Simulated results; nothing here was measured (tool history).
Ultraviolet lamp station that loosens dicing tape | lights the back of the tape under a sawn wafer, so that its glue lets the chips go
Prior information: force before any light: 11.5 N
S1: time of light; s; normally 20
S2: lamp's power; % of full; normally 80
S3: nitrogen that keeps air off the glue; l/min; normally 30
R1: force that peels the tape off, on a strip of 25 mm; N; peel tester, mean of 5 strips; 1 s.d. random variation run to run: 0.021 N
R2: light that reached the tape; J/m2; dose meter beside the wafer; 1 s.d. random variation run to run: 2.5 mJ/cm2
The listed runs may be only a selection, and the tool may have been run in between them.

| run | day | S1 | S2 | S3 | R1 | R2 |
|---|---|---|---|---|---|---|
| 1 | 0.000 | 20 | 80 | 30 | 1.385 | 2490 |
| 2 | 0.388 | 20 | 80 | 30 | 1.345 | 2490 |
| 3 | 0.650 | 20 | 80 | 30 | 1.360 | 2480 |
| 4 | 1.058 | 20 | 92 | 30 | 1.012 | 2800 |
| 5 | 1.300 | 20 | 92 | 30 | 1.003 | 2800 |
| 6 | 1.688 | 20 | 92 | 41 | 0.874 | 2810 |
| 7 | 1.950 | 20 | 92 | 41 | 0.833 | 2820 |
| 8 | 2.271 | 20 | 92 | 41 | 0.905 | 2790 |
| 9 | 2.504 | 20 | 92 | 41 | 0.888 | 2800 |
| 10 | 2.721 | 18 | 79 | 31 | 1.685 | 2170 |
| 11 | 2.954 | 18 | 79 | 31 | 1.731 | 2130 |
| 12 | 3.308 | 16 | 69 | 21 | 2.942 | 1640 |
| 13 | 3.571 | 16 | 69 | 21 | 3.022 | 1620 |
| 14 | 3.950 | 19 | 75 | 17 | 2.489 | 2140 |
| 15 | 4.225 | 19 | 75 | 17 | 2.370 | 2140 |
| 16 | 4.550 | 29 | 80 | 52 | 0.489 | 3480 |
| 17 | 4.754 | 20 | 67 | 30 | 1.961 | 1960 |

The same runs without the tool's hidden state, with the same run-to-run variation:
The hidden state here: lamp's light, % of a new lamp's; light that the window lets through, % of a clean one's; drift of the gauge itself on peel_n, %; drift of the gauge itself on dose_mj_cm2, %.
| run | R1 | R2 |
|---|---|---|
| 1 | 1.050 | 2860 |
| 2 | 1.017 | 2870 |
| 3 | 1.020 | 2860 |
| 4 | 0.745 | 3240 |
| 5 | 0.736 | 3260 |
| 6 | 0.637 | 3270 |
| 7 | 0.603 | 3290 |
| 8 | 0.656 | 3270 |
| 9 | 0.642 | 3280 |
| 10 | 1.252 | 2540 |
| 11 | 1.285 | 2510 |
| 12 | 2.344 | 1930 |
| 13 | 2.402 | 1920 |
| 14 | 1.899 | 2540 |
| 15 | 1.801 | 2540 |
| 16 | 0.363 | 4140 |
| 17 | 1.441 | 2340 |
